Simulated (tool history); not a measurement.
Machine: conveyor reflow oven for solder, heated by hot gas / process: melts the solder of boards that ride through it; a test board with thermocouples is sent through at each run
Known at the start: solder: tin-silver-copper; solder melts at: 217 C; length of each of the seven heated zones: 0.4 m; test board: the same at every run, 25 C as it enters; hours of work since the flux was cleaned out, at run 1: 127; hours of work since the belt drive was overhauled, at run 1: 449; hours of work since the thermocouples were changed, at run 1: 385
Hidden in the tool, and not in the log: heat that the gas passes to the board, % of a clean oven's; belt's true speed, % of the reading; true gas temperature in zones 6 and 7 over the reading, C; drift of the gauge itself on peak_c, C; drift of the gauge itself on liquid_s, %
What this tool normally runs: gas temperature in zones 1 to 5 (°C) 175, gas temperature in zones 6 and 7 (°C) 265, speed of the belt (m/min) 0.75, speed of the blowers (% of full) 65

run	hour	gas temperature in zones 1 to 5 (°C)	gas temperature in zones 6 and 7 (°C)	speed of the belt (m/min)	speed of the blowers (% of full)	hours of work since the flux was cleaned out	hours of work since the belt drive was overhauled	hours of work since the thermocouples were changed	highest temperature of the board (°C)	time above the solder's melting point (s)
1	0	175	265	0.75	65	127	449	385	248.4	44.9
2	10.3	175	265	0.632	65	135	457	393	253.5	59.4
3	19.8	175	265	0.632	66	142	464	400	253.3	58.8
4	30.4	175	265	0.632	66	150	472	408	253.7	59.5
5	37.5	175	280	0.75	65	155	477	413	260.4	52.6
6	46.9	175	275	0.75	65	162	485	420	255.5	50.7
7	54.6	175	265	0.75	65	168	490	426	247.8	45.4
8	60.6	175	265	0.75	65	173	495	431	246.6	45.3
9	72	175	280	0.75	70	181	503	439	260.5	53.5
10	78.9	175	265	0.751	75	186	509	444	249.7	46.5
11	88.3	188	260	0.763	65	193	516	451	245	46.9
12	99.3	189	278	0.633	87	202	524	460	269.2	73.8
13	104.9	174	257	0.658	65	206	528	464	244.4	50.4
14	114.3	176	262	0.771	52	213	535	471	242.1	37.5
15	120	176	270	0.704	55	217	539	475	252.3	50.7
16	128.5	162	270	0.761	55	223	546	481	245.6	39

Branching from run 16: 4 alternative next runs. What would each branch give?
A	138.7	190	268	0.689	65	231	553	489	?	?
B	138.7	175	267	0.75	65	231	553	489	?	?
C	138.7	162	270	0.761	59	231	553	489	?	?
D	138.7	183	270	0.858	55	231	553	489	?	?

run	highest temperature of the board (°C)	time above the solder's melting point (s)
A	254.9	60.5
B	248.7	46.2
C	247.3	39.7
D	245.6	38.8
Without the tool's unlogged condition, the same runs would have read:
run	highest temperature of the board (°C)	time above the solder's melting point (s)
A	254.7	59.7
B	248.9	46.1
C	247.7	39.9
D	246	38.9
